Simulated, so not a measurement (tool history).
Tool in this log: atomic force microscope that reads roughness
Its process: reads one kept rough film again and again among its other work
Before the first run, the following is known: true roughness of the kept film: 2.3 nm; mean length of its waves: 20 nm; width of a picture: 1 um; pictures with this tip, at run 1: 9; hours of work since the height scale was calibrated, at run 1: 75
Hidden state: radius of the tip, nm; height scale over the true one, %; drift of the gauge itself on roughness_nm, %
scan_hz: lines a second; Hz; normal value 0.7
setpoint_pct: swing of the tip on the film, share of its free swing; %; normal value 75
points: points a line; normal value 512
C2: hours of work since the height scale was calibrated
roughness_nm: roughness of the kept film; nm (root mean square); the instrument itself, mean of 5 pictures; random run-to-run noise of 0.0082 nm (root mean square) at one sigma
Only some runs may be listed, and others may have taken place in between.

{"run": 1, "hour": 0.0, "scan_hz": 0.7, "setpoint_pct": 75, "points": 512, "pictures with this tip": 9, "C2": 75, "roughness_nm": 1.797}
{"run": 2, "hour": 29.7, "scan_hz": 0.7, "setpoint_pct": 75, "points": 512, "pictures with this tip": 54, "C2": 93, "roughness_nm": 1.802}
{"run": 3, "hour": 59.9, "scan_hz": 0.7, "setpoint_pct": 83, "points": 512, "pictures with this tip": 100, "C2": 112, "roughness_nm": 1.782}
{"run": 4, "hour": 75.9, "scan_hz": 0.7, "setpoint_pct": 83, "points": 512, "pictures with this tip": 124, "C2": 122, "roughness_nm": 1.776}
{"run": 5, "hour": 92.9, "scan_hz": 0.7, "setpoint_pct": 83, "points": 512, "pictures with this tip": 150, "C2": 133, "roughness_nm": 1.757}
{"run": 6, "hour": 109.4, "scan_hz": 0.7, "setpoint_pct": 83, "points": 512, "pictures with this tip": 174, "C2": 143, "roughness_nm": 1.772}
{"run": 7, "hour": 138.6, "scan_hz": 0.7, "setpoint_pct": 83, "points": 512, "pictures with this tip": 219, "C2": 162, "roughness_nm": 1.768}
{"run": 8, "hour": 155.9, "scan_hz": 0.7, "setpoint_pct": 83, "points": 545, "pictures with this tip": 245, "C2": 172, "roughness_nm": 1.766}
{"hour": 173.7, "done": "new tip fitted"}
{"run": 9, "hour": 180.4, "scan_hz": 0.7, "setpoint_pct": 75, "points": 512, "pictures with this tip": 10, "C2": 188, "roughness_nm": 1.788}
{"run": 10, "hour": 207.2, "scan_hz": 0.7, "setpoint_pct": 75, "points": 512, "pictures with this tip": 50, "C2": 204, "roughness_nm": 1.808}
{"run": 11, "hour": 227.4, "scan_hz": 0.7, "setpoint_pct": 75, "points": 512, "pictures with this tip": 81, "C2": 217, "roughness_nm": 1.786}
{"run": 12, "hour": 249.4, "scan_hz": 0.7, "setpoint_pct": 75, "points": 512, "pictures with this tip": 114, "C2": 231, "roughness_nm": 1.792}
{"run": 13, "hour": 273.2, "scan_hz": 0.7, "setpoint_pct": 75, "points": 512, "pictures with this tip": 150, "C2": 246, "roughness_nm": 1.786}
{"run": 14, "hour": 303.0, "scan_hz": 0.7, "setpoint_pct": 75, "points": 512, "pictures with this tip": 195, "C2": 265, "roughness_nm": 1.8}
{"run": 15, "hour": 323.7, "scan_hz": 0.7, "setpoint_pct": 75, "points": 512, "pictures with this tip": 226, "C2": 278, "roughness_nm": 1.794}
{"hour": 353.7, "done": "new tip fitted"}
{"run": 16, "hour": 357.1, "scan_hz": 0.7, "setpoint_pct": 75, "points": 512, "pictures with this tip": 5, "C2": 298, "roughness_nm": 1.802}
{"run": 17, "hour": 391.1, "scan_hz": 0.7, "setpoint_pct": 79, "points": 512, "pictures with this tip": 56, "C2": 320, "roughness_nm": 1.792}
{"run": 18, "hour": 419.5, "scan_hz": 0.7, "setpoint_pct": 75, "points": 512, "pictures with this tip": 99, "C2": 338, "roughness_nm": 1.778}
{"run": 19, "hour": 443.1, "scan_hz": 0.7, "setpoint_pct": 75, "points": 512, "pictures with this tip": 135, "C2": 352, "roughness_nm": 1.79}
{"run": 20, "hour": 476.3, "scan_hz": 0.7, "setpoint_pct": 75, "points": 512, "pictures with this tip": 185, "C2": 373, "roughness_nm": 1.803}
{"run": 21, "hour": 500.1, "scan_hz": 0.61, "setpoint_pct": 86, "points": 329, "pictures with this tip": 221, "C2": 388, "roughness_nm": 1.76}
{"hour": 531.9, "done": "new tip fitted"}
{"run": 22, "hour": 534.1, "scan_hz": 3.514, "setpoint_pct": 83, "points": 512, "pictures with this tip": 4, "C2": 409, "roughness_nm": 1.492}
{"run": 23, "hour": 559.0, "scan_hz": 2.923, "setpoint_pct": 58, "points": 535, "pictures with this tip": 41, "C2": 425, "roughness_nm": 1.766}
{"run": 24, "hour": 583.8, "scan_hz": 2.923, "setpoint_pct": 58, "points": 535, "pictures with this tip": 79, "C2": 440, "roughness_nm": 1.782}
{"run": 25, "hour": 614.3, "scan_hz": 3.8, "setpoint_pct": 88, "points": 303, "pictures with this tip": 125, "C2": 460, "roughness_nm": 1.373}
{"run": 26, "hour": 635.8, "scan_hz": 0.7, "setpoint_pct": 64, "points": 512, "pictures with this tip": 157, "C2": 473, "roughness_nm": 1.824}
{"run": 27, "hour": 653.0, "scan_hz": 0.7, "setpoint_pct": 75, "points": 799, "pictures with this tip": 183, "C2": 484, "roughness_nm": 1.804}
{"run": 28, "hour": 667.5, "scan_hz": 0.7, "setpoint_pct": 75, "points": 799, "pictures with this tip": 205, "C2": 493, "roughness_nm": 1.799}
{"run": 29, "hour": 681.7, "scan_hz": 0.7, "setpoint_pct": 75, "points": 799, "pictures with this tip": 226, "C2": 502, "roughness_nm": 1.808}
{"run": 30, "hour": 705.0, "scan_hz": 0.7, "setpoint_pct": 61, "points": 417, "pictures with this tip": 262, "C2": 517, "roughness_nm": 1.81}
{"hour": 711.6, "done": "new tip fitted"}
{"run": 31, "hour": 721.0, "scan_hz": 0.7, "setpoint_pct": 75, "points": 555, "pictures with this tip": 14, "C2": 526, "roughness_nm": 1.811}
{"run": 32, "hour": 737.9, "scan_hz": 0.7, "setpoint_pct": 75, "points": 555, "pictures with this tip": 39, "C2": 537, "roughness_nm": 1.805}
{"run": 33, "hour": 755.5, "scan_hz": 3.384, "setpoint_pct": 89, "points": 606, "pictures with this tip": 66, "C2": 548, "roughness_nm": 1.43}
{"run": 34, "hour": 782.8, "scan_hz": 3.384, "setpoint_pct": 89, "points": 606, "pictures with this tip": 107, "C2": 565, "roughness_nm": 1.417}
{"run": 35, "hour": 800.3, "scan_hz": 0.735, "setpoint_pct": 64, "points": 512, "pictures with this tip": 134, "C2": 576, "roughness_nm": 1.835}
{"run": 36, "hour": 829.5, "scan_hz": 0.735, "setpoint_pct": 72, "points": 475, "pictures with this tip": 178, "C2": 595, "roughness_nm": 1.794}
{"run": 37, "hour": 860.7, "scan_hz": 3.152, "setpoint_pct": 69, "points": 475, "pictures with this tip": 225, "C2": 614, "roughness_nm": 1.69}
{"run": 38, "hour": 880.7, "scan_hz": 1.996, "setpoint_pct": 89, "points": 741, "pictures with this tip": 255, "C2": 627, "roughness_nm": 1.588}
{"hour": 890.4, "done": "new tip fitted"}
{"run": 39, "hour": 904.5, "scan_hz": 1.682, "setpoint_pct": 75, "points": 764, "pictures with this tip": 21, "C2": 641, "roughness_nm": 1.733}
{"run": 40, "hour": 921.1, "scan_hz": 0.995, "setpoint_pct": 89, "points": 933, "pictures with this tip": 46, "C2": 652, "roughness_nm": 1.722}

5 options for the next run, each taken on its own from the tool as it stands now. Forecast them:
{"run": "A", "hour": 952.4, "scan_hz": 1.102, "setpoint_pct": 75, "points": 512, "pictures with this tip": 94, "C2": 671, "roughness_nm": "?"}
{"run": "B", "hour": 952.4, "scan_hz": 0.7, "setpoint_pct": 77, "points": 427, "pictures with this tip": 94, "C2": 671, "roughness_nm": "?"}
{"run": "C", "hour": 952.4, "scan_hz": 0.995, "setpoint_pct": 89, "points": 367, "pictures with this tip": 94, "C2": 671, "roughness_nm": "?"}
{"run": "D", "hour": 952.4, "scan_hz": 0.661, "setpoint_pct": 75, "points": 382, "pictures with this tip": 94, "C2": 671, "roughness_nm": "?"}
{"run": "E", "hour": 952.4, "scan_hz": 0.726, "setpoint_pct": 85, "points": 933, "pictures with this tip": 94, "C2": 671, "roughness_nm": "?"}

run=A roughness_nm=1.766
run=B roughness_nm=1.774
run=C roughness_nm=1.697
run=D roughness_nm=1.789
run=E roughness_nm=1.777
What these runs would have given with no unlogged condition in the tool:
run=A roughness_nm=1.768
run=B roughness_nm=1.776
run=C roughness_nm=1.699
run=D roughness_nm=1.791
run=E roughness_nm=1.779
